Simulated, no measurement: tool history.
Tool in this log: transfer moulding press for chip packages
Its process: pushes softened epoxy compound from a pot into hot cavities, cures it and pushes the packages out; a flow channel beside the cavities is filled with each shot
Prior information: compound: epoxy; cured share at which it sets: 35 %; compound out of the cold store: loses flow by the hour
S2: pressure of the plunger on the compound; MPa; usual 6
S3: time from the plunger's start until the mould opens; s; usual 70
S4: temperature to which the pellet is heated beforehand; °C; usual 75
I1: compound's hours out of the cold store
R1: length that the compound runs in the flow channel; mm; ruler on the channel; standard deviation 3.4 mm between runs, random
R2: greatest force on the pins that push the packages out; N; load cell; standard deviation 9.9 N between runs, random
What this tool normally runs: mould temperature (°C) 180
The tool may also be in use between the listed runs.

Run 1, hour 0: usual settings; I1 35.2. Result: R1 843 mm, R2 458 N.
Run 2, hour 10.8: usual settings but S3 65 s; I1 23.7. Result: R1 866 mm, R2 521 N.
Run 3, hour 23.1: usual settings but S3 65 s; I1 39.8. Result: R1 834 mm, R2 519 N.
Run 4, hour 37.8: usual settings but S3 65 s; I1 15.6. Result: R1 883 mm, R2 538 N.
Run 5, hour 44.7: usual settings but S3 60 s; I1 40.2. Result: R1 831 mm, R2 627 N.
Run 6, hour 54.8: usual settings but S3 60 s; I1 45.9. Result: R1 820 mm, R2 624 N.
Run 7, hour 68: usual settings but S3 83 s; I1 24.5. Result: R1 862 mm, R2 388 N.
Run 8, hour 79.2: usual settings but S3 83 s; I1 35.2. Result: R1 846 mm, R2 385 N.
Run 9, hour 88.7: usual settings but S3 83 s; I1 34.2. Result: R1 844 mm, R2 376 N.
At hour 97.6: cavities cleaned with cleaning compound and waxed.
Run 10, hour 99.2: usual settings but S3 83 s; I1 25.5. Result: R1 861 mm, R2 375 N.
Run 11, hour 113.4: usual settings but S3 83 s; I1 36.7. Result: R1 842 mm, R2 380 N.
Run 12, hour 126.6: usual settings but mould temperature (°C) 184; I1 29.1. Result: R1 846 mm, R2 372 N.
Run 13, hour 133.8: usual settings but mould temperature (°C) 184, S4 82 °C; I1 18.8. Result: R1 864 mm, R2 385 N.
Run 14, hour 145.3: usual settings but mould temperature (°C) 184, S2 4.52 MPa, S4 82 °C; I1 24.2. Result: R1 734 mm, R2 395 N.
Run 15, hour 155.6: usual settings but mould temperature (°C) 184, S2 4.52 MPa, S4 82 °C; I1 46.7. Result: R1 703 mm, R2 385 N.
Run 16, hour 170.1: usual settings but S2 4.61 MPa, S4 82 °C; I1 22.4. Result: R1 764 mm, R2 442 N.
Run 17, hour 181: usual settings but S2 4.61 MPa, S4 82 °C; I1 35. Result: R1 740 mm, R2 427 N.
Run 18, hour 189.3: usual settings but mould temperature (°C) 174, S3 78 s; I1 40.3. Result: R1 855 mm, R2 527 N.
At hour 194.3: cavities cleaned with cleaning compound and waxed.
Run 19, hour 206.2: usual settings but mould temperature (°C) 186, S3 54 s, S4 74 °C; I1 16. Result: R1 862 mm, R2 564 N.
Run 20, hour 213.2: usual settings but mould temperature (°C) 172, S3 104 s; I1 15.8. Result: R1 906 mm, R2 391 N.
Run 21, hour 221.6: usual settings but mould temperature (°C) 172, S3 104 s; I1 8.6. Result: R1 929 mm, R2 393 N.
Run 22, hour 237.4: usual settings but mould temperature (°C) 172, S3 104 s; I1 36.8. Result: R1 866 mm, R2 385 N.
Run 23, hour 249.8: usual settings but mould temperature (°C) 175, S3 79 s, S4 77 °C; I1 25.1. Result: R1 879 mm, R2 490 N.
Run 24, hour 256.5: usual settings but mould temperature (°C) 175, S3 79 s, S4 77 °C; I1 18.6. Result: R1 897 mm, R2 495 N.
Run 25, hour 266.3: usual settings but mould temperature (°C) 175, S3 79 s, S4 77 °C; I1 37.3. Result: R1 859 mm, R2 490 N.
Run 26, hour 275.2: usual settings but mould temperature (°C) 175, S3 64 s, S4 67 °C; I1 13.6. Result: R1 906 mm, R2 893 N.
Run 27, hour 289.2: usual settings but mould temperature (°C) 175, S3 64 s, S4 67 °C; I1 24.6. Result: R1 885 mm, R2 872 N.
At hour 291.5: cavities cleaned with cleaning compound and waxed.
At hour 300.5: plunger's sealing rings changed.
Run 28, hour 305.8: usual settings but mould temperature (°C) 183; I1 27.6. Result: R1 851 mm, R2 392 N.
Run 29, hour 321.1: usual settings but mould temperature (°C) 183; I1 32.8. Result: R1 839 mm, R2 400 N.

Consider 4 possible next runs. They are alternatives, not a sequence: every one starts from the tool as it was left by run 29. What does each give?
Run A, hour 333.2: usual settings but mould temperature (°C) 188, S2 4.8 MPa, S4 72 °C; I1 47.1. Result: R1 ?, R2 ?.
Run B, hour 333.2: usual settings but mould temperature (°C) 183, S3 67 s; I1 38.7. Result: R1 ?, R2 ?.
Run C, hour 333.2: usual settings but mould temperature (°C) 183, S2 6.6 MPa, S3 72 s, S4 72 °C; I1 15.6. Result: R1 ?, R2 ?.
Run D, hour 333.2: usual settings but mould temperature (°C) 186, S2 4.91 MPa, S4 82 °C; I1 18.9. Result: R1 ?, R2 ?.

run   R1   R2
  A  713  365
  B  830  416
  C  918  389
  D  773  377
Without the tool's unlogged condition, the same runs would have read:
run   R1   R2
  A  713  363
  B  830  414
  C  918  387
  D  773  375

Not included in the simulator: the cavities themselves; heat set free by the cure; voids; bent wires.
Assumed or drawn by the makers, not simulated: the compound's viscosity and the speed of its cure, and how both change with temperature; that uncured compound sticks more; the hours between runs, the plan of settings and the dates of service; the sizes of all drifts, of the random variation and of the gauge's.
